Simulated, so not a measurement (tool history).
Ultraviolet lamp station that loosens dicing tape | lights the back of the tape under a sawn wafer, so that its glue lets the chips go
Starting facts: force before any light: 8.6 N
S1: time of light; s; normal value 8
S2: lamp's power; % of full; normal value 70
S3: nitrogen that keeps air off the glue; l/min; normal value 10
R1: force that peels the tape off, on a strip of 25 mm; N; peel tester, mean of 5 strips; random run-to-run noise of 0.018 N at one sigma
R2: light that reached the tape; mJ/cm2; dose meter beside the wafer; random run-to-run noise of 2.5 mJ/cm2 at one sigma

Run 1, day 0.000: usual settings. Result: R1 1.184 N, R2 272 mJ/cm2.
Run 2, day 1.296: usual settings but S2 69 % of full. Result: R1 1.213 N, R2 263 mJ/cm2.
Run 3, day 1.996: usual settings but S3 8 l/min. Result: R1 1.405 N, R2 268 mJ/cm2.
Run 4, day 2.758: usual settings but S3 8 l/min. Result: R1 1.412 N, R2 270 mJ/cm2.
Run 5, day 4.283: usual settings but S3 8 l/min. Result: R1 1.432 N, R2 264 mJ/cm2.
Run 6, day 5.746: usual settings but S2 61 % of full, S3 8 l/min. Result: R1 1.764 N, R2 227 mJ/cm2.
Run 7, day 7.075: usual settings but S3 4 l/min. Result: R1 2.256 N, R2 260 mJ/cm2.
Run 8, day 8.400: usual settings but S3 4 l/min. Result: R1 2.234 N, R2 258 mJ/cm2.
Run 9, day 9.038: usual settings but S3 4 l/min. Result: R1 2.297 N, R2 261 mJ/cm2.
Run 10, day 10.042: usual settings but S3 4 l/min. Result: R1 2.370 N, R2 252 mJ/cm2.
Run 11, day 11.379: usual settings but S3 4 l/min. Result: R1 2.233 N, R2 264 mJ/cm2.
Run 12, day 12.367: usual settings but S2 95 % of full. Result: R1 0.679 N, R2 362 mJ/cm2.
Run 13, day 13.704: usual settings but S2 95 % of full. Result: R1 0.672 N, R2 356 mJ/cm2.
Run 14, day 14.854: usual settings but S2 95 % of full. Result: R1 0.668 N, R2 353 mJ/cm2.
Run 15, day 16.283: usual settings but S1 5 s, S2 95 % of full, S3 16 l/min. Result: R1 1.199 N, R2 220 mJ/cm2.
Run 16, day 17.046: usual settings but S2 96 % of full, S3 7 l/min. Result: R1 0.907 N, R2 353 mJ/cm2.
Run 17, day 18.350: usual settings but S3 16 l/min. Result: R1 0.903 N, R2 259 mJ/cm2.
Run 18, day 19.600: usual settings but S2 74 % of full, S3 8 l/min. Result: R1 1.351 N, R2 273 mJ/cm2.
Run 19, day 20.471: usual settings but S1 4 s, S2 74 % of full, S3 4 l/min. Result: R1 4.328 N, R2 130 mJ/cm2.
Run 20, day 21.550: usual settings but S1 15 s, S2 93 % of full, S3 4 l/min. Result: R1 0.477 N, R2 628 mJ/cm2.
Run 21, day 22.879: usual settings but S1 10 s, S2 93 % of full, S3 16 l/min. Result: R1 0.339 N, R2 417 mJ/cm2.
Run 22, day 23.712: usual settings but S1 5 s, S2 75 % of full, S3 4 l/min. Result: R1 3.646 N, R2 167 mJ/cm2.
Run 23, day 24.388: usual settings but S1 10 s, S2 93 % of full. Result: R1 0.473 N, R2 415 mJ/cm2.
Run 24, day 25.221: usual settings but S1 10 s, S2 98 % of full. Result: R1 0.465 N, R2 439 mJ/cm2.
Run 25, day 26.525: usual settings but S1 5 s, S2 68 % of full, S3 5 l/min. Result: R1 3.598 N, R2 148 mJ/cm2.

Missing from the log above: 2 entries noted between runs. For each, name the pair of listed runs it sits between and say how the tool's hidden condition differs from the listed run just before to the listed run just after:
Runs 7 to 8: window cleaned of glue's vapour (day 7.179)
  lamp's light, % of a new lamp's: 86.5 -> 86.1; light that the window lets through, % of a clean one's: 95.8 -> 95
  measured minus no-state result, R1: +0.518 -> +0.539 N; R2: -53 -> -57 mJ/cm2
Runs 10 to 11: window cleaned of glue's vapour, once more (day 11.067)
  lamp's light, % of a new lamp's: 85.6 -> 85.2; light that the window lets through, % of a clean one's: 94.7 -> 99.8
  measured minus no-state result, R1: +0.594 -> +0.453 N; R2: -59 -> -47 mJ/cm2

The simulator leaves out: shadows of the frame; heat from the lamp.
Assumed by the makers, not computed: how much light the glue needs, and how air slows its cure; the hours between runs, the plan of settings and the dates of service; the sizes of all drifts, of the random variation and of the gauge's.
